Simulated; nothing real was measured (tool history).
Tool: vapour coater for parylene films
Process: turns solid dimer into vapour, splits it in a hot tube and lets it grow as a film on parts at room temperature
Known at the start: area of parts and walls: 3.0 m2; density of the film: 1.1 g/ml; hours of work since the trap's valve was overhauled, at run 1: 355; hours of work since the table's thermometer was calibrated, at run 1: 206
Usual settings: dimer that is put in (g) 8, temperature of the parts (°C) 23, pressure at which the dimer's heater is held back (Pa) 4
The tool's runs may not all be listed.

run,hour,dimer that is put in (g),temperature of the parts (°C),pressure at which the dimer's heater is held back (Pa),hours of work since the trap's valve was overhauled,hours of work since the table's thermometer was calibrated,thickness of the film (µm)
1,0,8,23,4,355,206,1.31
2,13.5,8,23,4,365,216,1.297
3,22.7,8,23,4,372,222,1.296
4,35.4,8,31,4,381,232,0.897
5,46.9,8,31,4,389,240,0.882
6,59.5,8,31,4,398,249,0.883
7,72,8,31,4,407,258,0.893
8,78.8,8,22,4,412,263,1.347
9,86.4,8,22,4,418,269,1.332
10,95.2,8,30,4,424,275,0.925
11,105.3,8,30,4,432,283,0.906
12,119.3,8,30,4,442,293,0.916
13,135.1,8,30,4,453,304,0.905
14,149.2,8,24,4,464,315,1.208
15,163.4,8,34,4,474,325,0.748
16,173.8,8,23,4,482,333,1.256
17,189.9,8,23,2.92,493,344,1.306
18,202.4,8,23,2.92,503,353,1.308
19,210.2,8,23,2.92,508,359,1.303
20,217.3,8,23,2.92,513,364,1.303
21,224.8,8,23,2.92,519,370,1.32
22,239.7,8,23,2.92,530,381,1.333
23,248.3,8,23,2.92,536,387,1.301
24,258.8,8,33,4,544,395,0.768
25,270.3,10,28,3.61,552,403,1.242
26,285.1,5,20,4,563,414,0.9
27,301.3,8,17,3.07,575,426,1.707
# hour 306.3: trap's valve overhauled
28,312.9,6,24,3.07,5,431,0.882
29,327.7,4,23,2.67,16,442,0.632
# hour 334.7: trap's valve overhauled, once more
30,341.7,4,23,2.67,5,449,0.716
31,350.5,12,30,4.12,12,456,1.476
32,367.3,12,30,4.12,24,468,1.485
33,381.3,12,30,4.12,34,478,1.456
34,389,12,30,4.12,40,484,1.464
35,396.8,6,20,6.07,45,489,1.122
36,413.7,6,20,6.07,58,502,1.123
37,427.5,6,20,6.07,68,512,1.119
38,438.2,4,20,6.07,75,520,0.746
39,447,3,19,6.07,82,526,0.588
40,458.8,3,19,10.02,90,535,0.542
41,470.6,6,29,11.76,99,543,0.653
42,481.5,8,26,10.87,107,551,1.013
43,495.3,8,33,3.48,117,561,0.858
44,511.2,8,33,3.48,129,573,0.865
45,522.1,5,18,4,137,581,1.064
46,530.1,5,18,4,143,587,1.065
47,546.3,9,30,4,154,598,1.068

Some steps in thickness of the film (µm) between neighbouring runs. How much of each would the tool show without its hidden state too (settings, what came in, random variation), and how much is left for the hidden state, with any gauge scatter that isn't in both results?
The hidden state here: vapour lost through the trap's worn valve, %; true temperature of the parts over the reading, C; drift of the gauge itself on film_um, %.
Run 23 -> 24: temperature of the parts (°C) 23 -> 33, pressure at which the dimer's heater is held back (Pa) 2.92 -> 4. thickness of the film (µm) -0.533: hidden state +0.058, all else -0.591.
Run 26 -> 27: dimer that is put in (g) 5 -> 8, temperature of the parts (°C) 20 -> 17, pressure at which the dimer's heater is held back (Pa) 4 -> 3.07. thickness of the film (µm) +0.807: hidden state -0.099, all else +0.906.
Run 27 -> 28: dimer that is put in (g) 8 -> 6, temperature of the parts (°C) 17 -> 24, trap's valve overhauled. thickness of the film (µm) -0.825: hidden state +0.054, all else -0.879.
Run 29 -> 30: trap's valve overhauled, once more. thickness of the film (µm) +0.084: hidden state +0.1, all else -0.016.
Run 30 -> 31: dimer that is put in (g) 4 -> 12, temperature of the parts (°C) 23 -> 30, pressure at which the dimer's heater is held back (Pa) 2.67 -> 4.12. thickness of the film (µm) +0.76: hidden state -0.013, all else +0.773.

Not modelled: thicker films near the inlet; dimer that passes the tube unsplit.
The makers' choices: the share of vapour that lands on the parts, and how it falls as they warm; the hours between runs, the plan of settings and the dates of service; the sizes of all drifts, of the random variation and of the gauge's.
